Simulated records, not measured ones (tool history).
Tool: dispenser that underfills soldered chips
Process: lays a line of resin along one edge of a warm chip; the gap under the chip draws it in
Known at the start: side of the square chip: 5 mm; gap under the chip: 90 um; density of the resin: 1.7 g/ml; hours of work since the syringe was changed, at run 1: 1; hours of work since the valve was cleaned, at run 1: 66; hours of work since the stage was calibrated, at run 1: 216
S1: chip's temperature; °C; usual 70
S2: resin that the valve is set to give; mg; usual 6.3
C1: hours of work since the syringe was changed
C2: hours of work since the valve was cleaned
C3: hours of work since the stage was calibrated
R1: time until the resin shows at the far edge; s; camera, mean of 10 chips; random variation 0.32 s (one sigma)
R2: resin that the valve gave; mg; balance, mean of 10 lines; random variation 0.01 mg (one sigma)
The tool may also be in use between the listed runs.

run	hour	S1	S2	C1	C2	C3	R1	R2
1	0	70	6.3	1	66	216	10	6.13
2	9.7	70	6.3	8	73	223	17.7	6.12
# hour 10.8: new syringe of resin
3	17.5	70	6.3	5	78	229	15.2	6.11
# hour 22.7: new syringe of resin
4	22.7	70	6.3	0	82	232	9.3	6.09
5	29.2	70	6.3	5	86	237	13.4	6.08
6	34.1	70	6.8	8	90	240	19.2	6.58
# hour 35: new syringe of resin
# hour 46.1: dispensing valve cleaned and set on the balance
7	46.1	70	7.52	7	0	248	17.4	7.52
# hour 48.4: new syringe of resin
8	51.1	70	6.38	2	3	252	11.2	6.37
# hour 60.5: new syringe of resin
9	60.5	70	6.38	0	10	258	9.9	6.38
10	67	60	6.3	5	15	263	25.2	6.28
# hour 72.4: new syringe of resin
11	76.3	60	6.3	3	21	269	21.2	6.25
# hour 84.7: new syringe of resin
12	85	70	5.96	0	27	276	10.6	5.89
13	95.6	70	6.3	8	35	283	18.2	6.22
# hour 96.9: new syringe of resin
14	100.8	70	6.55	3	39	287	11.7	6.46
# hour 109: new syringe of resin
15	110.4	70	6.3	1	45	294	10	6.2
16	115	70	6.3	4	49	297	13.6	6.17
17	120.1	57	6.3	8	52	301	39.5	6.16
# hour 121.1: new syringe of resin
18	128.4	57	6.3	5	58	306	31	6.16
# hour 133: new syringe of resin
19	139.6	57	6.3	5	66	314	29.1	6.16
# hour 145.2: new syringe of resin
20	149.7	55	6.55	3	73	321	29	6.37
# hour 157.4: new syringe of resin
21	158	67	6.36	0	79	327	12.3	6.18
22	167.1	79	6.28	7	86	334	10.8	6.08
# hour 169.8: new syringe of resin
23	173.2	64	6.65	2	90	338	16.5	6.41
# hour 182: new syringe of resin
24	183.2	70	6.59	1	97	345	10.5	6.35
# hour 185.9: dispensing valve cleaned and set on the balance
25	189.9	80	7.57	5	3	349	8.2	7.57
# hour 195.1: new syringe of resin
26	196.9	80	7.57	1	8	354	5.9	7.54
27	204.7	66	6.99	7	13	360	19.4	6.96
# hour 207.3: new syringe of resin
28	214.5	67	5.43	5	20	367	17.5	5.39
# hour 219.7: new syringe of resin
29	223.6	57	7.9	3	27	373	24.8	7.83
30	231.2	73	6.3	8	32	378	16.5	6.23
# hour 232.2: new syringe of resin
31	241.8	73	6.3	7	40	386	14.6	6.2
# hour 244.2: new syringe of resin
32	251.3	73	6.3	5	46	393	11.4	6.18
# hour 256.6: new syringe of resin
33	257.5	73	6.3	1	51	397	8.5	6.18
# hour 268.5: new syringe of resin
34	268.5	73	6.3	0	58	405	8.4	6.13
35	275	70	7.13	5	63	409	13.5	6.97
# hour 280.4: new syringe of resin
36	283.7	69	7.11	2	69	415	12.2	6.92

3 ways to go on from here, each from the tool as it stands after run 36. What would each give?
# hour 292.5: new syringe of resin
A	294.9	77	6.44	2	77	423	?	?
# hour 292.5: new syringe of resin
B	294.9	76	5.55	2	77	423	?	?
# hour 292.5: new syringe of resin
C	294.9	69	6.8	2	77	423	?	?

run	R1	R2
A	7.1	6.26
B	8.1	5.4
C	11.1	6.59
Without the tool's hidden state the same runs would have given:
run	R1	R2
A	6.6	6.45
B	7.5	5.56
C	10.4	6.79
